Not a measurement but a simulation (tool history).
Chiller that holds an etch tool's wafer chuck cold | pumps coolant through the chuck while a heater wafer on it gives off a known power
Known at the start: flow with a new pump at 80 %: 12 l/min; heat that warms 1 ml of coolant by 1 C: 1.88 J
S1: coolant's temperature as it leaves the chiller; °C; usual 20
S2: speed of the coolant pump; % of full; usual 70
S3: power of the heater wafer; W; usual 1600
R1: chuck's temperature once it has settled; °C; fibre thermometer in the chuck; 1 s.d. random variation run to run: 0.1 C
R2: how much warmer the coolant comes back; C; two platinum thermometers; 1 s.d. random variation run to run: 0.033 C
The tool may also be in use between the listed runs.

{"run": 1, "hour": 0.0, "S1": 20, "S2": 70, "S3": 1600, "R1": 35.3, "R2": 5.16}
{"run": 2, "hour": 113.9, "S1": 20, "S2": 70, "S3": 1600, "R1": 35.3, "R2": 5.14}
{"run": 3, "hour": 206.1, "S1": 20, "S2": 70, "S3": 1600, "R1": 35.3, "R2": 5.18}
{"run": 4, "hour": 306.6, "S1": 20, "S2": 81, "S3": 1600, "R1": 34.2, "R2": 4.47}
{"run": 5, "hour": 386.9, "S1": 20, "S2": 70, "S3": 1600, "R1": 35.1, "R2": 5.18}
{"run": 6, "hour": 455.9, "S1": 20, "S2": 70, "S3": 1559, "R1": 35.2, "R2": 5.07}
{"run": 7, "hour": 550.8, "S1": 20, "S2": 70, "S3": 1299, "R1": 32.4, "R2": 4.18}
{"run": 8, "hour": 685.8, "S1": 20, "S2": 70, "S3": 1600, "R1": 35.3, "R2": 5.17}
{"run": 9, "hour": 772.5, "S1": 20, "S2": 70, "S3": 1600, "R1": 35.3, "R2": 5.19}
{"run": 10, "hour": 837.1, "S1": 19, "S2": 70, "S3": 1600, "R1": 34.5, "R2": 5.18}
{"run": 11, "hour": 908.0, "S1": 19, "S2": 70, "S3": 1600, "R1": 34.6, "R2": 5.2}
{"run": 12, "hour": 983.1, "S1": 20, "S2": 62, "S3": 1600, "R1": 36.7, "R2": 5.91}
{"run": 13, "hour": 1066.3, "S1": 20, "S2": 76, "S3": 1600, "R1": 34.7, "R2": 4.8}
{"run": 14, "hour": 1134.6, "S1": 20, "S2": 76, "S3": 1600, "R1": 34.9, "R2": 4.79}
{"run": 15, "hour": 1218.2, "S1": 20, "S2": 70, "S3": 1600, "R1": 35.6, "R2": 5.23}

Predict the results of run 16:
{"run": 16, "hour": 1305.6, "S1": 20, "S2": 70, "S3": 1600, "R1": "?", "R2": "?"}

Run 16 yielded R1 35.7 °C, R2 5.33 C.
Without the tool's hidden state the same run would have given R1 34.1 °C, R2 4.95 C.
